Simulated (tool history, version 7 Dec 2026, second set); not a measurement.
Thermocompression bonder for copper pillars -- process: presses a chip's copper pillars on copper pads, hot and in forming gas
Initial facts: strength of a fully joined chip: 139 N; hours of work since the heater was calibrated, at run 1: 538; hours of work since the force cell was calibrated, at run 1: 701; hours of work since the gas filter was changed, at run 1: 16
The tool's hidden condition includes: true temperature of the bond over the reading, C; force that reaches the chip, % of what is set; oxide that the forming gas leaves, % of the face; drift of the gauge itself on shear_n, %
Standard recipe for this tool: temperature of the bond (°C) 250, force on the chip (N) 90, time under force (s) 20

run    hour  temperature of the bond (°C)  force on the chip (N)  time under force (s)  hours of work since the heater was calibrated  hours of work since the force cell was calibrated  hours of work since the gas filter was changed  force that shears a chip off (N)
  1       0                           250                     90                    20                                            538                                                701                                              16                              71.2
  2    32.9                           250                     90                    20                                            556                                                719                                              33                              71.3
  3    55.1                           250                     98                    20                                            568                                                731                                              45                              75.4
  4    70.8                           250                     98                    20                                            577                                                739                                              54                              75.3
  5    89.7                           250                     76                    20                                            587                                                749                                              64                                59
  6   117.2                           250                     76                    20                                            602                                                764                                              79                              57.7
  7   144.2                           250                     76                    20                                            616                                                779                                              94                              57.3
  8   169.3                           250                     76                    20                                            630                                                793                                             107                              56.5
  9     192                           250                     76                    20                                            642                                                805                                             120                              56.8
 10   220.8                           250                     76                    20                                            658                                                820                                             135                              55.5
 11   243.4                           250                     76                    20                                            670                                                833                                             147                                56
 12   274.8                           250                     90                    36                                            687                                                850                                             164                              78.7
      278.4  -- force cell calibrated
 13   304.1                           247                     90                    36                                            702                                                 14                                             179                              73.6
 14   328.1                           247                     90                    36                                            715                                                 27                                             192                                73
 15   343.8                           247                     90                    36                                            724                                                 35                                             201                              71.5
      351.3  -- force cell calibrated, once more
 16   368.4                           247                     90                    36                                            736                                                  9                                             213                              74.3
 17   392.5                           247                     90                    36                                            749                                                 22                                             227                              72.1
 18   424.1                           250                     90                    20                                            767                                                 39                                             244                              62.7
      429.6  -- forming gas filter changed
 19   454.3                           250                     90                    20                                            783                                                 56                                              13                              70.3
 20   475.5                           250                     90                    20                                            794                                                 67                                              25                              69.4
 21   504.3                           250                     90                    20                                            810                                                 83                                              40                              68.3
 22   539.5                           250                    104                    20                                            829                                                102                                              60                              77.2
 23   576.7                           225                     90                    30                                            849                                                122                                              80                              50.7
 24   615.1                           225                     58                    20                                            870                                                143                                             101                              25.4
 25     633                           220                     58                    32                                            879                                                152                                             110                              26.6
 26   654.1                           220                    116                    29                                            891                                                164                                             122                              58.9
 27     673                           220                    116                    29                                            901                                                174                                             132                              57.9
 28   711.4                           220                    116                    29                                            922                                                195                                             153                              58.9
 29   737.1                           277                     90                    20                                            936                                                209                                             167                              88.5
 30   771.6                           277                     90                    20                                            955                                                227                                             185                                87
 31   797.2                           277                     55                    20                                            968                                                241                                             199                              56.4
 32   826.4                           240                    113                    49                                            984                                                257                                             215                              86.1
      831.9  -- heater calibrated with a thermocouple chip
 33   861.7                           248                     94                    22                                             16                                                275                                             233                              72.9
 34   880.7                           264                     74                    17                                             26                                                285                                             243                              66.5
      887.5  -- forming gas filter changed
 35   898.9                           264                     97                    17                                             36                                                295                                               6                              95.3
 36     916                           264                     69                    16                                             45                                                304                                              15                              67.7
 37   951.9                           264                     69                    16                                             65                                                324                                              35                              67.7
 38   983.5                           264                    109                    16                                             82                                                341                                              52                                98
 39  1021.2                           264                     67                    24                                            102                                                361                                              72                              74.1

Per-run results on a tool with no hidden state, each run keeping its own random variation:
run  force that shears a chip off (N)
  1                              79.3
  2                              80.3
  3                              85.2
  4                              85.5
  5                              68.5
  6                              67.7
  7                                68
  8                              67.7
  9                              68.5
 10                              67.8
 11                              68.9
 12                              95.1
 13                              91.4
 14                              91.3
 15                              90.1
 16                              92.2
 17                              90.2
 18                              80.2
 19                              80.4
 20                                80
 21                              79.5
 22                              89.8
 23                              62.8
 24                              32.8
 25                              35.1
 26                              74.3
 27                              73.7
 28                              75.8
 29                             106.4
 30                             106.1
 31                              72.7
 32                             108.3
 33                              82.9
 34                              76.4
 35                              97.1
 36                              69.8
 37                              70.7
 38                             102.5
 39                                79
